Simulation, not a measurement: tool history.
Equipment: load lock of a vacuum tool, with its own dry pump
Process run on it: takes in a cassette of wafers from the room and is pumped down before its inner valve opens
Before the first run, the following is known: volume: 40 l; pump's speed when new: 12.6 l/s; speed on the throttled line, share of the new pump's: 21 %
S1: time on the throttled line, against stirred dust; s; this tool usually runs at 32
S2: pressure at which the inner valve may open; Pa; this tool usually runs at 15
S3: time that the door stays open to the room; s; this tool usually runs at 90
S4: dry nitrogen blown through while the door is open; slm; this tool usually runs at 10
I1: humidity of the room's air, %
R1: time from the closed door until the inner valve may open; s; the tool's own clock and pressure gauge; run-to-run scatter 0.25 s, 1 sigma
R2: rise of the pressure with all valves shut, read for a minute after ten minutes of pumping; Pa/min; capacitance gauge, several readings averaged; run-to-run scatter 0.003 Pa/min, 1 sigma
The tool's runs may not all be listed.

{"run": 1, "hour": 0.0, "S1": 32, "S2": 15, "S3": 90, "S4": 10, "I1": 43.6, "R1": 53.4, "R2": 0.035}
{"run": 2, "hour": 56.8, "S1": 32, "S2": 15, "S3": 104, "S4": 10, "I1": 45.5, "R1": 53.1, "R2": 0.044}
{"run": 3, "hour": 158.7, "S1": 32, "S2": 15, "S3": 46, "S4": 10, "I1": 43.4, "R1": 53.2, "R2": 0.031}
{"run": 4, "hour": 231.9, "S1": 32, "S2": 15, "S3": 46, "S4": 10, "I1": 43.8, "R1": 53.2, "R2": 0.027}
{"run": 5, "hour": 288.2, "S1": 32, "S2": 15, "S3": 46, "S4": 10, "I1": 42.5, "R1": 53.1, "R2": 0.026}
{"run": 6, "hour": 358.6, "S1": 32, "S2": 15, "S3": 46, "S4": 10, "I1": 43.9, "R1": 53.1, "R2": 0.032}
{"run": 7, "hour": 468.6, "S1": 32, "S2": 15, "S3": 33, "S4": 10, "I1": 48.2, "R1": 53.4, "R2": 0.021}
{"run": 8, "hour": 575.8, "S1": 18, "S2": 15, "S3": 90, "S4": 10, "I1": 45.5, "R1": 42.7, "R2": 0.037}
{"run": 9, "hour": 674.6, "S1": 18, "S2": 15, "S3": 90, "S4": 10, "I1": 45.2, "R1": 42.1, "R2": 0.042}
{"run": 10, "hour": 722.9, "S1": 18, "S2": 15, "S3": 90, "S4": 10, "I1": 44.4, "R1": 42.1, "R2": 0.04}
{"run": 11, "hour": 801.8, "S1": 18, "S2": 15, "S3": 90, "S4": 10, "I1": 43.8, "R1": 42.6, "R2": 0.038}
{"run": 12, "hour": 870.2, "S1": 32, "S2": 15, "S3": 90, "S4": 10, "I1": 46.1, "R1": 53.4, "R2": 0.034}
{"run": 13, "hour": 926.4, "S1": 42, "S2": 15, "S3": 213, "S4": 10, "I1": 45.4, "R1": 61.6, "R2": 0.058}
{"run": 14, "hour": 1010.8, "S1": 42, "S2": 15, "S3": 28, "S4": 10, "I1": 43.9, "R1": 61.6, "R2": 0.013}
{"run": 15, "hour": 1121.7, "S1": 42, "S2": 15, "S3": 28, "S4": 10, "I1": 44.7, "R1": 60.8, "R2": 0.02}
{"run": 16, "hour": 1189.3, "S1": 42, "S2": 15, "S3": 28, "S4": 10, "I1": 43.9, "R1": 61.4, "R2": 0.022}
{"run": 17, "hour": 1298.9, "S1": 33, "S2": 14, "S3": 90, "S4": 10, "I1": 45.6, "R1": 54.3, "R2": 0.043}
{"run": 18, "hour": 1352.9, "S1": 21, "S2": 14, "S3": 90, "S4": 6, "I1": 43.9, "R1": 45.3, "R2": 0.043}
{"run": 19, "hour": 1431.6, "S1": 23, "S2": 23, "S3": 90, "S4": 23, "I1": 44.7, "R1": 45.0, "R2": 0.026}
{"run": 20, "hour": 1486.2, "S1": 23, "S2": 23, "S3": 90, "S4": 23, "I1": 45.3, "R1": 44.7, "R2": 0.026}
{"run": 21, "hour": 1557.6, "S1": 23, "S2": 23, "S3": 90, "S4": 23, "I1": 45.5, "R1": 44.9, "R2": 0.024}
{"run": 22, "hour": 1644.9, "S1": 23, "S2": 23, "S3": 90, "S4": 23, "I1": 46.2, "R1": 45.2, "R2": 0.026}
{"run": 23, "hour": 1718.6, "S1": 41, "S2": 24, "S3": 90, "S4": 23, "I1": 44.3, "R1": 59.1, "R2": 0.022}
{"run": 24, "hour": 1830.3, "S1": 32, "S2": 27, "S3": 90, "S4": 9, "I1": 40.2, "R1": 51.3, "R2": 0.036}

Below are 4 alternative next runs, each starting from the tool's condition after run 24. Predict each:
{"run": "A", "hour": 1933.6, "S1": 32, "S2": 30, "S3": 90, "S4": 9, "I1": 48.6, "R1": "?", "R2": "?"}
{"run": "B", "hour": 1933.6, "S1": 32, "S2": 17, "S3": 41, "S4": 10, "I1": 46.2, "R1": "?", "R2": "?"}
{"run": "C", "hour": 1933.6, "S1": 29, "S2": 17, "S3": 90, "S4": 6, "I1": 45.3, "R1": "?", "R2": "?"}
{"run": "D", "hour": 1933.6, "S1": 23, "S2": 18, "S3": 90, "S4": 10, "I1": 44.5, "R1": "?", "R2": "?"}

run=A R1=50.8 R2=0.043
run=B R1=52.8 R2=0.026
run=C R1=50.9 R2=0.048
run=D R1=45.5 R2=0.033
With the hidden condition removed and each run's random variation left untouched, the same runs would have given:
run=A R1=50.8 R2=0.043
run=B R1=52.8 R2=0.026
run=C R1=50.9 R2=0.048
run=D R1=45.5 R2=0.033
